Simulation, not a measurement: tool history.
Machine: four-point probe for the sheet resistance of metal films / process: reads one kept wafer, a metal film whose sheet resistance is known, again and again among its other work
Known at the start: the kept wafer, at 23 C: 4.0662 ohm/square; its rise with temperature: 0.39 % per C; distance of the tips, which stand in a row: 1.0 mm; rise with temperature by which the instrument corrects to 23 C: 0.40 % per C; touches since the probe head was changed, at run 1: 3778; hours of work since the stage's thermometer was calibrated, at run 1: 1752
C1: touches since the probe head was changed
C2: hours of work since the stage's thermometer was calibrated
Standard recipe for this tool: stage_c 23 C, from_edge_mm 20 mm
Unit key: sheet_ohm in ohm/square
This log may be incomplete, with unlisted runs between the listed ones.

{"run": 1, "hour": 0.0, "stage_c": 23, "from_edge_mm": 20, "C1": 3778, "C2": 1752, "sheet_ohm": 4.048612}
{"run": 2, "hour": 8.1, "stage_c": 23, "from_edge_mm": 20, "C1": 3951, "C2": 1756, "sheet_ohm": 4.049556}
{"run": 3, "hour": 18.7, "stage_c": 23, "from_edge_mm": 20, "C1": 4177, "C2": 1762, "sheet_ohm": 4.049942}
{"run": 4, "hour": 35.6, "stage_c": 23, "from_edge_mm": 18, "C1": 4537, "C2": 1771, "sheet_ohm": 4.048932}
{"run": 5, "hour": 47.7, "stage_c": 23, "from_edge_mm": 18, "C1": 4794, "C2": 1777, "sheet_ohm": 4.048185}
{"run": 6, "hour": 63.4, "stage_c": 23, "from_edge_mm": 18, "C1": 5129, "C2": 1786, "sheet_ohm": 4.049672}
{"run": 7, "hour": 71.0, "stage_c": 23, "from_edge_mm": 6, "C1": 5291, "C2": 1790, "sheet_ohm": 4.103154}
{"run": 8, "hour": 88.5, "stage_c": 23, "from_edge_mm": 6, "C1": 5665, "C2": 1799, "sheet_ohm": 4.102927}
{"run": 9, "hour": 104.8, "stage_c": 23, "from_edge_mm": 6, "C1": 6012, "C2": 1808, "sheet_ohm": 4.100969}
{"run": 10, "hour": 115.6, "stage_c": 23, "from_edge_mm": 6, "C1": 6243, "C2": 1814, "sheet_ohm": 4.102469}
{"run": 11, "hour": 125.1, "stage_c": 23, "from_edge_mm": 6, "C1": 6445, "C2": 1819, "sheet_ohm": 4.103266}
{"run": 12, "hour": 132.7, "stage_c": 23, "from_edge_mm": 20, "C1": 6606, "C2": 1823, "sheet_ohm": 4.048443}
{"run": 13, "hour": 150.1, "stage_c": 22, "from_edge_mm": 20, "C1": 6977, "C2": 1832, "sheet_ohm": 4.049812}
{"run": 14, "hour": 159.8, "stage_c": 22, "from_edge_mm": 20, "C1": 7185, "C2": 1837, "sheet_ohm": 4.047619}
{"run": 15, "hour": 174.8, "stage_c": 23, "from_edge_mm": 20, "C1": 7505, "C2": 1845, "sheet_ohm": 4.047973}
{"run": 16, "hour": 190.0, "stage_c": 23, "from_edge_mm": 20, "C1": 7828, "C2": 1853, "sheet_ohm": 4.048987}
{"run": 17, "hour": 201.4, "stage_c": 23, "from_edge_mm": 5, "C1": 8071, "C2": 1859, "sheet_ohm": 4.127109}
{"run": 18, "hour": 215.5, "stage_c": 22, "from_edge_mm": 20, "C1": 8371, "C2": 1867, "sheet_ohm": 4.047712}
{"run": 19, "hour": 232.9, "stage_c": 23, "from_edge_mm": 20, "C1": 8743, "C2": 1876, "sheet_ohm": 4.045801}
{"run": 20, "hour": 244.1, "stage_c": 23, "from_edge_mm": 20, "C1": 8980, "C2": 1882, "sheet_ohm": 4.04729}
{"run": 21, "hour": 258.6, "stage_c": 23, "from_edge_mm": 20, "C1": 9290, "C2": 1890, "sheet_ohm": 4.046774}
{"run": 22, "hour": 267.6, "stage_c": 32, "from_edge_mm": 18, "C1": 9483, "C2": 1895, "sheet_ohm": 4.041185}
{"run": 23, "hour": 282.5, "stage_c": 32, "from_edge_mm": 5, "C1": 9799, "C2": 1903, "sheet_ohm": 4.120589}
{"run": 24, "hour": 297.5, "stage_c": 28, "from_edge_mm": 12, "C1": 10120, "C2": 1911, "sheet_ohm": 4.053782}

Run 25 is up next; what results do you expect?
{"run": 25, "hour": 311.1, "stage_c": 25, "from_edge_mm": 36, "C1": 10409, "C2": 1918, "sheet_ohm": "?"}

Run 25 measured sheet_ohm 4.042616 ohm/square.
Take away the tool's hidden state, keep the run-to-run variation as it was, and the same run would have given sheet_ohm 4.067643 ohm/square.

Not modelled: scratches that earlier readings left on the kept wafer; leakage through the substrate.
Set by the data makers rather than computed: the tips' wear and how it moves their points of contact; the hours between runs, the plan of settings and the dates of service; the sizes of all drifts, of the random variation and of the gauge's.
